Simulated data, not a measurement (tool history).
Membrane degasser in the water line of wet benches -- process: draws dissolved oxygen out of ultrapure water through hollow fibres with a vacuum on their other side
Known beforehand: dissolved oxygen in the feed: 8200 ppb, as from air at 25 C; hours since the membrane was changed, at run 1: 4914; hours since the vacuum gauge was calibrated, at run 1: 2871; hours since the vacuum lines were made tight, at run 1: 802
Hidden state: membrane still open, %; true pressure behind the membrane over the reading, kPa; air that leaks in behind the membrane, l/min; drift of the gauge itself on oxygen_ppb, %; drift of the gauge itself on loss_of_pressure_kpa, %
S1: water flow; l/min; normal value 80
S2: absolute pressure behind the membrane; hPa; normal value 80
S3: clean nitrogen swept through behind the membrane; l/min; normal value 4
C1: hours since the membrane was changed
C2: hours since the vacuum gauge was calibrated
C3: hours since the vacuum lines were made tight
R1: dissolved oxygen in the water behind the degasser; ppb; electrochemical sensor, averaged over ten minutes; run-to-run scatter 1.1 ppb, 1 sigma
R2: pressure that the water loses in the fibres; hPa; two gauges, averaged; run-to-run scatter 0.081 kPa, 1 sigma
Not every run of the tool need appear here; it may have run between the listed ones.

{"run": 1, "hour": 0.0, "S1": 80, "S2": 80, "S3": 4, "C1": 4914, "C2": 2871, "C3": 802, "R1": 227, "R2": 339.3}
{"run": 2, "hour": 221.7, "S1": 80, "S2": 80, "S3": 4, "C1": 5136, "C2": 3093, "C3": 1023, "R1": 229.6, "R2": 338.7}
{"run": 3, "hour": 336.1, "S1": 80, "S2": 80, "S3": 4, "C1": 5250, "C2": 3207, "C3": 1138, "R1": 231.5, "R2": 338.5}
{"run": 4, "hour": 440.2, "S1": 80, "S2": 80, "S3": 4, "C1": 5354, "C2": 3311, "C3": 1242, "R1": 230.1, "R2": 337.4}
{"run": 5, "hour": 656.3, "S1": 80, "S2": 80, "S3": 4, "C1": 5570, "C2": 3527, "C3": 1458, "R1": 230.5, "R2": 337.4}
{"run": 6, "hour": 882.4, "S1": 80, "S2": 80, "S3": 4, "C1": 5797, "C2": 3753, "C3": 1684, "R1": 231.8, "R2": 338.8}
{"run": 7, "hour": 1108.3, "S1": 86, "S2": 80, "S3": 4, "C1": 6022, "C2": 3979, "C3": 1910, "R1": 249.3, "R2": 364.4}
{"run": 8, "hour": 1315.0, "S1": 86, "S2": 80, "S3": 4, "C1": 6229, "C2": 4186, "C3": 2117, "R1": 248.7, "R2": 363.4}
{"run": 9, "hour": 1485.1, "S1": 80, "S2": 80, "S3": 2.9, "C1": 6399, "C2": 4356, "C3": 2287, "R1": 305.6, "R2": 338.7}
{"run": 10, "hour": 1617.9, "S1": 80, "S2": 80, "S3": 2.9, "C1": 6532, "C2": 4489, "C3": 2420, "R1": 305.6, "R2": 341.2}
{"run": 11, "hour": 1721.3, "S1": 80, "S2": 80, "S3": 2.9, "C1": 6636, "C2": 4592, "C3": 2523, "R1": 305.5, "R2": 340.4}
{"run": 12, "hour": 1822.1, "S1": 107, "S2": 120.3, "S3": 2.29, "C1": 6736, "C2": 4693, "C3": 2624, "R1": 792.4, "R2": 453.8}
{"run": 13, "hour": 2045.7, "S1": 74, "S2": 91.7, "S3": 4, "C1": 6960, "C2": 4917, "C3": 2847, "R1": 267.8, "R2": 315.5}
{"run": 14, "hour": 2204.1, "S1": 74, "S2": 177.1, "S3": 4, "C1": 7118, "C2": 5075, "C3": 3006, "R1": 590.4, "R2": 314.6}
{"run": 15, "hour": 2344.0, "S1": 74, "S2": 177.1, "S3": 4, "C1": 7258, "C2": 5215, "C3": 3146, "R1": 591.2, "R2": 315.7}
{"run": 16, "hour": 2542.2, "S1": 74, "S2": 102.7, "S3": 7.02, "C1": 7456, "C2": 5413, "C3": 3344, "R1": 192.6, "R2": 315.6}
{"run": 17, "hour": 2645.2, "S1": 74, "S2": 102.7, "S3": 7.02, "C1": 7559, "C2": 5516, "C3": 3447, "R1": 193.4, "R2": 316}

Run 18 comes next. What will it give?
{"run": 18, "hour": 2776.8, "S1": 74, "S2": 102.7, "S3": 7.02, "C1": 7691, "C2": 5648, "C3": 3578, "R1": "?", "R2": "?"}

Run 18 gave R1 193.4 ppb, R2 316.6 hPa.
With no hidden state in the tool, this same run would have given R1 180.8 ppb, R2 306.1 hPa.
